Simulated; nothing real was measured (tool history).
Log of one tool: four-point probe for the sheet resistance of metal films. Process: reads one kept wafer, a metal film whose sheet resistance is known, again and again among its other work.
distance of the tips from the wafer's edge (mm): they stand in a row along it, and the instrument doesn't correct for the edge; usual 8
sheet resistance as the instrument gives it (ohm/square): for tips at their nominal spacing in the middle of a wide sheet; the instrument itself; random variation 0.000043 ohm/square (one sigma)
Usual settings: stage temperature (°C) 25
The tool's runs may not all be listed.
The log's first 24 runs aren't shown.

run	hour	stage temperature (°C)	distance of the tips from the wafer's edge (mm)	touches since the probe head was changed	hours of work since the stage's thermometer was calibrated	sheet resistance as the instrument gives it (ohm/square)
25	269.4	19	13	51914	516	0.213267
26	282.6	19	13	52691	526	0.213218
27	293.6	29	46	53336	534	0.215082
28	304.3	30	4	53968	542	0.218066
29	319.9	30	4	54880	554	0.218168
30	331.7	26	8	55574	563	0.215123
31	340.0	26	8	56065	570	0.215094
32	354.7	25	8	56929	581	0.214954
33	367.6	25	15	57685	591	0.214461
34	378.3	28	55	58315	599	0.214757
35	394.8	28	7	59284	611	0.215780
36	408.7	20	39	60101	622	0.213180
37	417.5	20	39	60616	629	0.213184
38	425.0	24	39	61058	634	0.213983
39	433.9	33	8	61580	641	0.216566

4 ways to go on from here, each from the tool as it stands after run 39. What would each give?
A	441.9	34	29	62051	647	?
B	441.9	25	7	62051	647	?
C	441.9	25	8	62051	647	?
D	441.9	26	8	62051	647	?

run	sheet resistance as the instrument gives it (ohm/square)
A	0.216037
B	0.215135
C	0.214945
D	0.215104
Without the tool's hidden state the same runs would have given:
run	sheet resistance as the instrument gives it (ohm/square)
A	0.216044
B	0.215142
C	0.214952
D	0.215110

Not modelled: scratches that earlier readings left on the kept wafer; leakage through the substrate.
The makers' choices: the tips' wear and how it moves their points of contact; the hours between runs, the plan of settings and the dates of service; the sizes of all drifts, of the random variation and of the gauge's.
